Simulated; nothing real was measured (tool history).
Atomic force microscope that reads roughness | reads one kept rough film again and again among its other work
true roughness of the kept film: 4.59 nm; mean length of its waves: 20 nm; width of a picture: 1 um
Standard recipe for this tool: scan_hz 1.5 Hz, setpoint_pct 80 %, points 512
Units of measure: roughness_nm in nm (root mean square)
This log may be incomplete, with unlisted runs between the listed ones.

Run 1, hour 0: usual settings. Result: roughness_nm 1.941 nm (root mean square).
Run 2, hour 14.4: usual settings. Result: roughness_nm 1.858 nm (root mean square).
At hour 28.5: new tip fitted.
Run 3, hour 34.3: usual settings. Result: roughness_nm 3.099 nm (root mean square).
Run 4, hour 55.3: usual settings. Result: roughness_nm 2.809 nm (root mean square).
Run 5, hour 66.8: usual settings. Result: roughness_nm 2.629 nm (root mean square).
Run 6, hour 88: usual settings. Result: roughness_nm 2.428 nm (root mean square).
Run 7, hour 106.8: usual settings. Result: roughness_nm 2.237 nm (root mean square).
Run 8, hour 131.1: usual settings but setpoint_pct 88 %. Result: roughness_nm 1.944 nm (root mean square).
Run 9, hour 148.3: usual settings but setpoint_pct 64 %. Result: roughness_nm 2.088 nm (root mean square).
At hour 150.5: height scale calibrated on a step standard.
At hour 161.4: new tip fitted.
Run 10, hour 173.7: usual settings but setpoint_pct 64 %, points 279. Result: roughness_nm 3.159 nm (root mean square).
Run 11, hour 197.7: usual settings but scan_hz 1.29 Hz, setpoint_pct 66 %, points 585. Result: roughness_nm 2.876 nm (root mean square).
Run 12, hour 217.1: usual settings but scan_hz 1.29 Hz, setpoint_pct 66 %, points 585. Result: roughness_nm 2.65 nm (root mean square).
Run 13, hour 240: usual settings but scan_hz 1.4 Hz, setpoint_pct 83 %, points 596. Result: roughness_nm 2.209 nm (root mean square).
Run 14, hour 261.2: usual settings but scan_hz 2.63 Hz, points 289. Result: roughness_nm 1.833 nm (root mean square).
At hour 263.3: height scale calibrated on a step standard, once more.
Run 15, hour 274.9: usual settings but points 435. Result: roughness_nm 1.99 nm (root mean square).
Run 16, hour 286.9: usual settings but scan_hz 0.54 Hz, setpoint_pct 67 %, points 826. Result: roughness_nm 2.136 nm (root mean square).
At hour 293.4: new tip fitted.
Run 17, hour 308.9: usual settings but scan_hz 2.15 Hz, setpoint_pct 71 %, points 272. Result: roughness_nm 2.948 nm (root mean square).
Run 18, hour 321: usual settings but scan_hz 2.26 Hz, setpoint_pct 63 %, points 301. Result: roughness_nm 2.915 nm (root mean square).

What if the next run were any one of these 5? Each begins from the tool's condition after run 18:
Run A, hour 331.9: usual settings but scan_hz 2.23 Hz. Result: roughness_nm ?.
Run B, hour 331.9: usual settings but scan_hz 2.87 Hz, setpoint_pct 63 %, points 301. Result: roughness_nm ?.
Run C, hour 331.9: usual settings but scan_hz 2 Hz, setpoint_pct 88 %. Result: roughness_nm ?.
Run D, hour 331.9: usual settings but scan_hz 1.12 Hz, setpoint_pct 74 %, points 554. Result: roughness_nm ?.
Run E, hour 331.9: usual settings but scan_hz 0.62 Hz, points 295. Result: roughness_nm ?.

run  roughness_nm
  A         2.514
  B         2.714
  C         2.402
  D         2.822
  E         2.796
Take away the tool's hidden state, keep each run's random variation, and the runs would have read:
run  roughness_nm
  A         3.075
  B         3.322
  C         2.939
  D         3.452
  E         3.421
